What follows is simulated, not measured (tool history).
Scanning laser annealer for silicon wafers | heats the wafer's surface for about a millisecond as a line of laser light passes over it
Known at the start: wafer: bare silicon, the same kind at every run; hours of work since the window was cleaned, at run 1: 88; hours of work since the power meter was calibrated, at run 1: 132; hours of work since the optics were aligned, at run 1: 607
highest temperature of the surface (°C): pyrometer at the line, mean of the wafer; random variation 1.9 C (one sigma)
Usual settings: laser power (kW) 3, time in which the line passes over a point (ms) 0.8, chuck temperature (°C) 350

run	hour	laser power (kW)	time in which the line passes over a point (ms)	chuck temperature (°C)	hours of work since the window was cleaned	hours of work since the power meter was calibrated	hours of work since the optics were aligned	highest temperature of the surface (°C)
1	0	3	0.8	350	88	132	607	1100
2	10.6	3	0.8	350	94	138	613	1098
3	21.9	3	0.8	350	100	144	619	1103
4	40.3	3	0.8	350	111	155	630	1099
5	63	3	0.8	386	123	167	643	1135
6	77.4	3.07	0.8	350	132	176	651	1122
7	103	3	0.8	350	146	190	666	1098
8	117.9	3	0.8	350	155	199	674	1096
9	143.6	3	0.8	350	169	213	689	1096
10	167.3	3	0.8	312	183	227	702	1054
11	178.6	3	0.8	312	189	233	708	1056
12	189.8	3	0.8	350	196	240	715	1092
13	203.2	3	0.8	350	203	247	722	1094
14	224.6	3	0.8	350	215	259	735	1091
15	248.5	3	0.8	350	229	273	748	1088
# hour 266: optics aligned, line set to its width
16	276.1	2.631	0.8	350	242	286	6	997
17	297.1	2.631	0.8	339	254	298	18	987
18	318.1	2.631	0.8	339	266	310	30	990
19	334.1	3	0.8	350	275	319	39	1101
20	351.6	3	0.8	350	285	329	49	1100
21	377.2	3.279	0.869	350	299	343	63	1209
22	390.3	3.279	0.869	350	307	351	71	1208
23	415.3	3.252	0.8	350	321	365	85	1169
24	432.2	3.252	0.8	350	330	374	94	1169
25	456.6	2.674	0.628	380	344	388	108	971
26	468.4	3.253	0.628	325	351	395	115	1062
27	487.2	2.689	0.949	374	362	406	126	1081
28	504.9	2.89	0.941	356	372	416	136	1120
29	528.1	3.135	0.961	325	385	429	149	1166
30	541.5	3.129	0.831	329	393	437	157	1119
31	558.7	3.129	0.831	329	402	446	166	1122
32	574.4	2.766	0.88	355	411	455	175	1060
33	588.7	3.017	0.809	355	419	463	183	1101
34	601	3.187	0.809	350	426	470	190	1144
35	626.3	2.74	0.613	351	441	485	205	943
36	643.7	2.74	0.613	382	451	495	215	972
37	661.9	2.819	0.776	376	461	505	225	1051
38	684.3	3.217	0.8	311	474	518	238	1106
39	708.3	2.907	0.8	355	487	531	251	1062
40	720.1	3	0.76	326	494	538	258	1042

3 ways to go on from here, each from the tool as it stands after run 40. What would each give?
A	733.4	3.039	0.8	350	502	546	266	?
B	733.4	3.274	0.698	326	502	546	266	?
C	733.4	3.299	0.76	326	502	546	266	?

run	highest temperature of the surface (°C)
A	1091
B	1088
C	1125
Without the tool's hidden state the same runs would have given:
run	highest temperature of the surface (°C)
A	1131
B	1129
C	1169
